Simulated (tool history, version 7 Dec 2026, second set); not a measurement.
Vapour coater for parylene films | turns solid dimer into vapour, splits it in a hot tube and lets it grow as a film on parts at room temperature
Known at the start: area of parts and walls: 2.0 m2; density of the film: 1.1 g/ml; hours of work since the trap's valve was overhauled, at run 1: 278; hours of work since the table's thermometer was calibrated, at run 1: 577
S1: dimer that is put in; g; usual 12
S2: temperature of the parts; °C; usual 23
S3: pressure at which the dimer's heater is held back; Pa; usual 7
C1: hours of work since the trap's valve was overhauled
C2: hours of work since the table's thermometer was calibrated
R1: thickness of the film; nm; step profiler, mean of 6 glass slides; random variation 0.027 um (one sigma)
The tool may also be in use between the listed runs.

run  hour  S1  S2    S3   C1   C2    R1
  1     0  12  23     7  278  577  2750
  2  15.1  12  23     7  291  589  2720
  3  40.4  12  23     7  312  611  2750
  4  54.8  12  23     7  325  624  2780
       63  -- trap's valve overhauled
  5  70.4  12  23     7    6  634  2780
  6  88.2  19  16  7.03   22  649  5130
  7   109  11  23     7   40  667  2550

Run 8 comes next. What will it give?
  8  134.5   7  28  8.71  61  689   ?

Run 8 gave R1 1380 nm.
Without the tool's hidden state the same run would have given R1 1380 nm.
